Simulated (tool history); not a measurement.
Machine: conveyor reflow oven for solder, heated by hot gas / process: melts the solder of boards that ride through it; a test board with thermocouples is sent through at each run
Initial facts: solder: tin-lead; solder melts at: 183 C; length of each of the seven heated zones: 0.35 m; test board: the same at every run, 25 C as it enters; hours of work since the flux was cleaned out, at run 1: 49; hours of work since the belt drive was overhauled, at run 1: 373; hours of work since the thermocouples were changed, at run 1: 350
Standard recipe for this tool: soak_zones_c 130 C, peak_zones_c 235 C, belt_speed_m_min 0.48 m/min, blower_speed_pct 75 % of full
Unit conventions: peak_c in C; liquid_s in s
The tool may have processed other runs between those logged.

run   hour  soak_zones_c  peak_zones_c  belt_speed_m_min  blower_speed_pct  hours of work since the flux was cleaned out  hours of work since the belt drive was overhauled  hours of work since the thermocouples were changed  peak_c  liquid_s
  1      0           130           235              0.48                75                                            49                                                373                                                 350   218.1      63.8
  2    7.8           130           235              0.48                75                                            53                                                377                                                 354   218.2      63.6
  3   24.8           130           235              0.48                75                                            62                                                386                                                 363   218.1      63.8
  4   35.6           130           235              0.48                75                                            67                                                391                                                 368   217.8      63.7
  5   48.5           130           235             0.401                75                                            74                                                398                                                 375   223.8      83.4
  6   62.5           130           235               0.4                75                                            81                                                405                                                 382     224      82.9
  7   72.8           130           235             0.538                75                                            86                                                410                                                 387   213.3      52.3
  8   87.3           130           235             0.538                75                                            94                                                418                                                 394   212.9      51.5
  9   94.5           130           235             0.538                75                                            97                                                421                                                 398     213      52.1
 10  111.4           134           235              0.48                75                                           106                                                430                                                 407   218.6      65.1
 11  127.1           134           235              0.48                72                                           114                                                438                                                 415   217.9      64.5
 12  136.1           130           231              0.48                75                                           118                                                442                                                 419   213.8      59.4
 13  146.5           130           231              0.48                75                                           124                                                448                                                 424   214.3      59.9
     152.5  -- flux residue cleaned out of gas plates and filters
 14  160.2           130           231              0.48                75                                             4                                                452                                                 429   212.3      57.8
 15  171.4           119           235              0.48                75                                            10                                                458                                                 435     214      55.3
 16  187.7           130           235             0.475                75                                            18                                                466                                                 443   216.8      62.2
 17  195.7           130           230              0.48                84                                            22                                                470                                                 447   212.9      58.7
 18  209.3           132           230              0.48                66                                            29                                                477                                                 454   210.4      55.5
     216.2  -- flux residue cleaned out of gas plates and filters, once more
 19  229.6           130           235              0.48                52                                             7                                                485                                                 462   213.4      58.5
 20  245.9           130           240             0.404                52                                            15                                                493                                                 470   224.3      82.3
 21  257.6           130           235              0.48                89                                            21                                                499                                                 476   221.9      66.7
 22  274.8           142           235              0.48                59                                            30                                                508                                                 484   218.2      68.3

Run 23 comes next. What will it give?
 23   282           121           235             0.412                59                                            33                                                511                                                 488       ?         ?

{"run 23": {"peak_c": 219.6, "liquid_s": 72.9}}
Were there no unlogged condition in the tool, this run, its random variation unchanged, would have produced peak_c 217.5 C, liquid_s 70.2 s.
